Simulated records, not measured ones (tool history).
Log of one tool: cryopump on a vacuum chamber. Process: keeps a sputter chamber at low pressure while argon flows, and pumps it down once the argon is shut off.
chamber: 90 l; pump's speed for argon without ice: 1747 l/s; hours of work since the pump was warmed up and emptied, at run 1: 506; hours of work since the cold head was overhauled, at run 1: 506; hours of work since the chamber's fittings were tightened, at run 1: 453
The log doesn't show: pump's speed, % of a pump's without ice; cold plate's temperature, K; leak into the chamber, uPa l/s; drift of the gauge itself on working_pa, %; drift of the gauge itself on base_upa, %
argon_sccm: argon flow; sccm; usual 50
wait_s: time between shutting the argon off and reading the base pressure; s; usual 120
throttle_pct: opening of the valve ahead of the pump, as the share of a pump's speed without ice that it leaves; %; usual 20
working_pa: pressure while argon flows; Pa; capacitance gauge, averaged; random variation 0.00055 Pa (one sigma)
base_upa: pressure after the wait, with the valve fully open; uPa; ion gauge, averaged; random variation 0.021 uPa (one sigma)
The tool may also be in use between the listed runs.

run,day,argon_sccm,wait_s,throttle_pct,hours of work since the pump was warmed up and emptied,hours of work since the cold head was overhauled,hours of work since the chamber's fittings were tightened,working_pa,base_upa
1,0.000,50,120,20,506,506,453,0.2501,0.59
2,1.329,97,120,20,531,531,477,0.4887,0.58
3,2.542,50,28,20,553,553,500,0.2517,1.55
4,3.492,50,120,20,571,571,518,0.2526,0.59
5,4.692,50,27,20,593,593,540,0.2527,1.60
# day 5.042: pump warmed up, emptied and cooled again
6,6.446,50,120,20,26,622,569,0.2428,0.50
7,7.783,50,120,20,51,647,594,0.2432,0.55
8,9.838,50,120,20,89,685,632,0.2446,0.54
9,11.054,50,120,20,112,708,654,0.2442,0.54
10,12.408,50,120,20,137,733,680,0.2444,0.52
11,14.308,50,120,20,172,768,715,0.2463,0.55
12,15.375,50,120,20,192,788,735,0.2453,0.58
13,16.321,50,120,20,210,806,752,0.2448,0.56
14,17.242,50,120,20,227,823,770,0.2461,0.56
15,19.021,50,150,18,260,856,803,0.2723,0.51
16,21.108,26,234,26,299,895,841,0.0992,0.47
17,22.583,39,27,20,326,922,869,0.1929,1.57
18,23.650,39,27,20,346,942,889,0.1936,1.58
19,25.600,50,120,19,383,979,925,0.2609,0.60
20,27.238,50,120,19,413,1009,956,0.2615,0.59
21,29.125,40,92,44,448,1044,991,0.0942,0.71
22,30.554,56,62,44,475,1071,1017,0.1321,0.91
23,32.275,56,62,44,507,1103,1049,0.1329,0.90
24,34.283,56,62,44,544,1140,1087,0.1332,0.91
25,36.371,25,255,41,583,1179,1126,0.0641,0.49
# day 37.404: pump warmed up, emptied and cooled again
26,38.521,26,93,44,21,1215,1162,0.0578,0.71
27,40.525,37,185,20,58,1252,1199,0.1805,0.53

4 ways to go on from here, each from the tool as it stands after run 27. What would each give?
A,42.704,50,29,20,99,1293,1240,?,?
B,42.704,58,21,20,99,1293,1240,?,?
C,42.704,51,219,52,99,1293,1240,?,?
D,42.704,37,233,50,99,1293,1240,?,?

run,working_pa,base_upa
A,0.2438,1.55
B,0.2827,1.95
C,0.0968,0.48
D,0.0727,0.48
Without the tool's hidden state the same runs would have given:
run,working_pa,base_upa
A,0.2419,1.41
B,0.2805,1.81
C,0.0948,0.34
D,0.0713,0.33
